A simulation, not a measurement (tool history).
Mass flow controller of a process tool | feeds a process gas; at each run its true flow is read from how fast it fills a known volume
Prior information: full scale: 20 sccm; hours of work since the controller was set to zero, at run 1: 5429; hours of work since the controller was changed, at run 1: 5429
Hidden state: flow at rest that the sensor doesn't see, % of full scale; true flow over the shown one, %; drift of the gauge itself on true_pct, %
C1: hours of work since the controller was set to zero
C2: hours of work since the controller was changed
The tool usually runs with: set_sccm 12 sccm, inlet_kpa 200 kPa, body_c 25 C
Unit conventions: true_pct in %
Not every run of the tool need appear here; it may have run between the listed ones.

Run 1, hour 0.0: usual settings; C1 5429; C2 5429. Result: true_pct 99.15 %.
Run 2, hour 53.4: usual settings; C1 5467; C2 5467. Result: true_pct 99.14 %.
Run 3, hour 115.6: usual settings; C1 5512; C2 5512. Result: true_pct 99.29 %.
Run 4, hour 183.3: usual settings; C1 5561; C2 5561. Result: true_pct 99.26 %.
Run 5, hour 224.7: usual settings; C1 5591; C2 5591. Result: true_pct 99.29 %.
Run 6, hour 279.0: usual settings; C1 5630; C2 5630. Result: true_pct 99.18 %.
Run 7, hour 333.0: usual settings; C1 5669; C2 5669. Result: true_pct 99.11 %.
Run 8, hour 369.2: usual settings; C1 5695; C2 5695. Result: true_pct 99.21 %.
Run 9, hour 404.1: usual settings; C1 5720; C2 5720. Result: true_pct 99.24 %.
Run 10, hour 485.5: usual settings; C1 5779; C2 5779. Result: true_pct 99.18 %.
Run 11, hour 526.6: usual settings; C1 5809; C2 5809. Result: true_pct 99.25 %.
Run 12, hour 575.5: usual settings; C1 5844; C2 5844. Result: true_pct 99.22 %.
Run 13, hour 636.7: usual settings; C1 5888; C2 5888. Result: true_pct 99.29 %.
Run 14, hour 671.5: usual settings but body_c 31 C; C1 5913; C2 5913. Result: true_pct 99.56 %.
Run 15, hour 754.0: usual settings but set_sccm 2 sccm; C1 5973; C2 5973. Result: true_pct 95.70 %.
Run 16, hour 826.3: usual settings but set_sccm 3 sccm; C1 6025; C2 6025. Result: true_pct 96.72 %.
Run 17, hour 893.8: usual settings but set_sccm 4 sccm, inlet_kpa 214 kPa, body_c 36 C; C1 6074; C2 6074. Result: true_pct 97.76 %.
Run 18, hour 941.9: usual settings but set_sccm 4 sccm, inlet_kpa 214 kPa, body_c 36 C; C1 6108; C2 6108. Result: true_pct 97.76 %.
Run 19, hour 998.8: usual settings but set_sccm 3 sccm, inlet_kpa 222 kPa; C1 6150; C2 6150. Result: true_pct 96.70 %.
Run 20, hour 1071.4: usual settings but set_sccm 20 sccm, inlet_kpa 192 kPa, body_c 26 C; C1 6202; C2 6202. Result: true_pct 100.49 %.
Run 21, hour 1126.1: usual settings but set_sccm 5 sccm; C1 6241; C2 6241. Result: true_pct 97.75 %.
Run 22, hour 1169.6: usual settings but set_sccm 5 sccm; C1 6273; C2 6273. Result: true_pct 97.68 %.
Run 23, hour 1247.8: usual settings but set_sccm 5 sccm; C1 6329; C2 6329. Result: true_pct 97.82 %.
At hour 1255.4: controller's zero set anew.
Run 24, hour 1325.6: usual settings but set_sccm 6 sccm; C1 51; C2 6385. Result: true_pct 97.54 %.
Run 25, hour 1407.3: usual settings but set_sccm 15 sccm, inlet_kpa 164 kPa, body_c 35 C; C1 110; C2 6444. Result: true_pct 100.07 %.
Run 26, hour 1478.8: usual settings but set_sccm 16 sccm, inlet_kpa 159 kPa, body_c 29 C; C1 161; C2 6496. Result: true_pct 100.08 %.
At hour 1493.7: controller's zero set anew, once more.
Run 27, hour 1547.6: usual settings but set_sccm 16 sccm, inlet_kpa 225 kPa, body_c 37 C; C1 39; C2 6545. Result: true_pct 100.73 %.
Run 28, hour 1624.9: usual settings but inlet_kpa 177 kPa, body_c 26 C; C1 95; C2 6601. Result: true_pct 100.05 %.
Run 29, hour 1675.0: usual settings but set_sccm 11 sccm, inlet_kpa 165 kPa, body_c 23 C; C1 131; C2 6637. Result: true_pct 99.70 %.
Run 30, hour 1735.9: usual settings but set_sccm 11 sccm, inlet_kpa 165 kPa, body_c 23 C; C1 175; C2 6681. Result: true_pct 99.85 %.
Run 31, hour 1785.7: usual settings but set_sccm 18 sccm, inlet_kpa 208 kPa, body_c 22 C; C1 211; C2 6717. Result: true_pct 100.50 %.
Run 32, hour 1867.9: usual settings but set_sccm 4 sccm, inlet_kpa 214 kPa, body_c 28 C; C1 270; C2 6776. Result: true_pct 98.81 %.

For each run, the measured value with the value that run would have given without the tool's hidden condition subtracted. The run-to-run variation is shared by both, the gauge scatter possibly not:
run  true_pct
  1     +0.18
  2     +0.18
  3     +0.19
  4     +0.19
  5     +0.19
  6     +0.19
  7     +0.20
  8     +0.20
  9     +0.20
 10     +0.21
 11     +0.21
 12     +0.21
 13     +0.21
 14     +0.22
 15     -2.18
 16     -1.22
 17     -0.74
 18     -0.75
 19     -1.24
 20     +0.43
 21     -0.46
 22     -0.46
 23     -0.46
 24     -0.90
 25     +0.11
 26     +0.15
 27     +0.76
 28     +0.76
 29     +0.76
 30     +0.76
 31     +0.78
 32     +0.67
